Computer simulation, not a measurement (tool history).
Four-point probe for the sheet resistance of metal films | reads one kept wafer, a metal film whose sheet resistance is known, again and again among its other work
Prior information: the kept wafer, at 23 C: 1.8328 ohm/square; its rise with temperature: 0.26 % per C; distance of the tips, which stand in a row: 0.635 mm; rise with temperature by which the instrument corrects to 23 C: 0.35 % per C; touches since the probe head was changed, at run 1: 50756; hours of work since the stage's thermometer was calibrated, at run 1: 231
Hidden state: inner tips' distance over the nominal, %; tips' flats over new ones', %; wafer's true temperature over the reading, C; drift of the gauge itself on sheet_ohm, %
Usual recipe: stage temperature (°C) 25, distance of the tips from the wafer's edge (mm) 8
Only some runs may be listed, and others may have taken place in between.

run    hour  stage temperature (°C)  distance of the tips from the wafer's edge (mm)  touches since the probe head was changed  hours of work since the stage's thermometer was calibrated  sheet resistance as the instrument gives it (ohm/square)
  1       0                      25                                                8                                     50756                                                         231                                                  1.834132
  2    35.6                      33                                                8                                     51848                                                         249                                                  1.821817
  3    67.2                      33                                                8                                     52820                                                         265                                                  1.821065
  4   125.3                      25                                                3                                     54603                                                         295                                                  1.870704
  5   180.3                      25                                                3                                     56290                                                         323                                                  1.871082
  6   209.8                      28                                                8                                     57196                                                         338                                                  1.828885
  7   268.9                      27                                                8                                     59012                                                         369                                                  1.830609
  8   309.7                      25                                                8                                     60264                                                         390                                                    1.8331
  9     352                      25                                                8                                     61561                                                         411                                                  1.832843
 10   400.7                      25                                                8                                     63057                                                         436                                                  1.833864
 11   441.7                      25                                                8                                     64315                                                         457                                                  1.833093
 12   478.7                      25                                                8                                     65453                                                         476                                                   1.83385
 13   518.7                      25                                                7                                     66681                                                         497                                                  1.835278
 14   561.1                      25                                                7                                     67982                                                         519                                                  1.834713
      566.1  -- stage's thermometer calibrated
 15     619                      25                                                7                                     69746                                                          27                                                  1.834515
 16   659.7                      25                                                7                                     70995                                                          48                                                  1.834211
 17   710.8                      25                                               16                                     72563                                                          74                                                    1.8274
 18   737.8                      25                                               16                                     73391                                                          88                                                  1.827657
 19   770.3                      25                                               16                                     74390                                                         105                                                  1.827344
 20     802                      25                                               16                                     75364                                                         121                                                  1.827967
        832  -- stage's thermometer calibrated, once more
 21   834.6                      25                                               16                                     76349                                                           1                                                  1.828102
 22   878.5                      19                                                8                                     77695                                                          24                                                  1.841997
 23   918.3                      25                                               27                                     78918                                                          44                                                  1.826696
 24   967.1                      25                                               27                                     80418                                                          69                                                   1.82585
 25  1004.1                      29                                               23                                     81551                                                          88                                                  1.819981
 26  1055.1                      25                                               68                                     83117                                                         115                                                   1.82514
 27    1109                      25                                               68                                     84775                                                         142                                                  1.825525
 28  1151.9                      25                                                5                                     86089                                                         164                                                  1.840693
 29  1184.9                      19                                               21                                     87102                                                         181                                                  1.835982
 30  1243.3                      19                                               21                                     88897                                                         211                                                  1.835813
 31    1302                      33                                               35                                     90697                                                         241                                                  1.813469
 32  1338.3                      33                                               35                                     91815                                                         260                                                  1.811844
 33  1398.5                      31                                                9                                     93660                                                         291                                                   1.82063
 34  1430.1                      26                                               34                                     94631                                                         307                                                  1.823617
 35  1458.4                      21                                                4                                     95499                                                         322                                                  1.855094
 36    1489                      24                                                8                                     96439                                                         337                                                  1.832503
 37  1520.7                      26                                               74                                     97412                                                         354                                                  1.823281
 38  1580.9                      21                                                8                                     99263                                                         385                                                  1.837066
 39    1618                      21                                                8                                    100400                                                         404                                                   1.83683
 40  1647.9                      19                                               19                                    101317                                                         419                                                  1.834958

A few steps of sheet resistance as the instrument gives it (ohm/square) between consecutive runs. Split each: what settings, incoming material and random variation would produce without the hidden state, and what is left over for the hidden state, along with gauge scatter present in only one of the two compared results (measured, and without hidden state):
Run 3 -> 4: stage temperature (°C) 33 -> 25, distance of the tips from the wafer's edge (mm) 8 -> 3. sheet resistance as the instrument gives it (ohm/square) +0.049639: hidden state -0.000217, all else +0.049856.
Run 5 -> 6: stage temperature (°C) 25 -> 28, distance of the tips from the wafer's edge (mm) 3 -> 8. sheet resistance as the instrument gives it (ohm/square) -0.042197: hidden state -0.000035, all else -0.042162.
Run 14 -> 15: stage's thermometer calibrated. sheet resistance as the instrument gives it (ohm/square) -0.000198: hidden state -0.000231, all else +0.000033.
Run 20 -> 21: stage's thermometer calibrated, once more. sheet resistance as the instrument gives it (ohm/square) +0.000135: hidden state +0.000241, all else -0.000106.
Run 34 -> 35: stage temperature (°C) 26 -> 21, distance of the tips from the wafer's edge (mm) 34 -> 4. sheet resistance as the instrument gives it (ohm/square) +0.031477: hidden state -0.000161, all else +0.031638.
